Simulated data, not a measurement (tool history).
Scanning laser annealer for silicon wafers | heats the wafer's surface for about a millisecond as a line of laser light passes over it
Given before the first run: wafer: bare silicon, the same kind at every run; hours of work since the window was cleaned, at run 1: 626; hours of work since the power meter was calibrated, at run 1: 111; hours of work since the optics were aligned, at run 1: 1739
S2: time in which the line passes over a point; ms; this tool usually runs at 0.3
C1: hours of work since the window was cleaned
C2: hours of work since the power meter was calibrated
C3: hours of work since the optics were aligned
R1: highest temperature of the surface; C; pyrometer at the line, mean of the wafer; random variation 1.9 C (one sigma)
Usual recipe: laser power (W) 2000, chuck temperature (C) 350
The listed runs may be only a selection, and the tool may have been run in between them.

Run 1, hour 0: usual settings; C1 626; C2 111; C3 1739. Result: R1 1130 C.
Run 2, hour 19.2: usual settings but chuck temperature (C) 355; C1 637; C2 122; C3 1750. Result: R1 1135 C.
Run 3, hour 49.7: usual settings but laser power (W) 2032, chuck temperature (C) 355; C1 654; C2 139; C3 1767. Result: R1 1145 C.
Run 4, hour 80: usual settings but laser power (W) 2032, chuck temperature (C) 355; C1 671; C2 155; C3 1784. Result: R1 1150 C.
Run 5, hour 108.8: usual settings but laser power (W) 2032, chuck temperature (C) 355; C1 687; C2 171; C3 1800. Result: R1 1148 C.
At hour 125.1: optics aligned, line set to its width.
Run 6, hour 131.5: usual settings but laser power (W) 2032, chuck temperature (C) 355; C1 697; C2 181; C3 4. Result: R1 1140 C.
Run 7, hour 152.2: usual settings; C1 708; C2 193; C3 15. Result: R1 1122 C.
Run 8, hour 173.6: usual settings; C1 720; C2 204; C3 27. Result: R1 1120 C.
Run 9, hour 190.7: usual settings; C1 729; C2 214; C3 36. Result: R1 1121 C.
Run 10, hour 217.7: usual settings; C1 744; C2 229; C3 51. Result: R1 1115 C.
At hour 254.7: optics aligned, line set to its width, once more.
Run 11, hour 255.7: usual settings; C1 763; C2 247; C3 1. Result: R1 1128 C.
Run 12, hour 282.9: usual settings; C1 778; C2 262; C3 16. Result: R1 1126 C.
Run 13, hour 315.4: usual settings; C1 796; C2 280; C3 34. Result: R1 1129 C.
Run 14, hour 336.1: usual settings; C1 807; C2 292; C3 45. Result: R1 1126 C.
Run 15, hour 352.6: usual settings; C1 816; C2 301; C3 54. Result: R1 1126 C.
Run 16, hour 375.3: usual settings but S2 0.216 ms, chuck temperature (C) 340; C1 829; C2 313; C3 67. Result: R1 997 C.
Run 17, hour 406.2: usual settings but S2 0.216 ms, chuck temperature (C) 340; C1 846; C2 331; C3 84. Result: R1 995 C.
Run 18, hour 437.5: usual settings but S2 0.216 ms, chuck temperature (C) 340; C1 863; C2 348; C3 101. Result: R1 995 C.
Run 19, hour 458.9: usual settings but laser power (W) 1754, S2 0.281 ms, chuck temperature (C) 361; C1 875; C2 360; C3 113. Result: R1 1005 C.
Run 20, hour 489.5: usual settings but laser power (W) 1754, S2 0.281 ms, chuck temperature (C) 361; C1 892; C2 377; C3 130. Result: R1 1001 C.
Run 21, hour 517.4: usual settings but laser power (W) 2036, S2 0.295 ms, chuck temperature (C) 334; C1 908; C2 392; C3 146. Result: R1 1118 C.
Run 22, hour 546.4: usual settings but S2 0.22 ms; C1 924; C2 408; C3 162. Result: R1 1010 C.
Run 23, hour 581.8: usual settings but S2 0.22 ms; C1 943; C2 428; C3 181. Result: R1 1008 C.
Run 24, hour 599.4: usual settings but laser power (W) 1987, S2 0.229 ms; C1 953; C2 438; C3 191. Result: R1 1018 C.
At hour 613.2: window over the wafer cleaned.
Run 25, hour 634.7: usual settings but laser power (W) 2184, S2 0.376 ms, chuck temperature (C) 328; C1 12; C2 456; C3 209. Result: R1 1330 C.
Run 26, hour 649.9: usual settings but laser power (W) 2184, S2 0.223 ms, chuck temperature (C) 328; C1 20; C2 464; C3 218. Result: R1 1092 C.
Run 27, hour 683.7: usual settings but laser power (W) 2184, S2 0.223 ms, chuck temperature (C) 328; C1 39; C2 483; C3 237. Result: R1 1094 C.
Run 28, hour 718.8: usual settings but laser power (W) 2043, S2 0.329 ms, chuck temperature (C) 336; C1 59; C2 503; C3 256. Result: R1 1200 C.
Run 29, hour 746.7: usual settings but laser power (W) 2043, S2 0.329 ms, chuck temperature (C) 336; C1 74; C2 518; C3 271. Result: R1 1200 C.
Run 30, hour 768.9: usual settings but S2 0.322 ms; C1 86; C2 530; C3 284. Result: R1 1182 C.

4 ways to go on from here, each from the tool as it stands after run 30. What would each give?
Run A, hour 803.4: usual settings but laser power (W) 1903, S2 0.232 ms, chuck temperature (C) 361; C1 105; C2 550; C3 303. Result: R1 ?.
Run B, hour 803.4: usual settings but laser power (W) 2016, S2 0.251 ms, chuck temperature (C) 360; C1 105; C2 550; C3 303. Result: R1 ?.
Run C, hour 803.4: usual settings but laser power (W) 1763, S2 0.21 ms, chuck temperature (C) 343; C1 105; C2 550; C3 303. Result: R1 ?.
Run D, hour 803.4: usual settings but S2 0.373 ms, chuck temperature (C) 375; C1 105; C2 550; C3 303. Result: R1 ?.

run    R1
  A  1029
  B  1098
  C   920
  D  1269
Take away the tool's hidden state, keep each run's random variation, and the runs would have read:
run    R1
  A  1040
  B  1111
  C   929
  D  1284
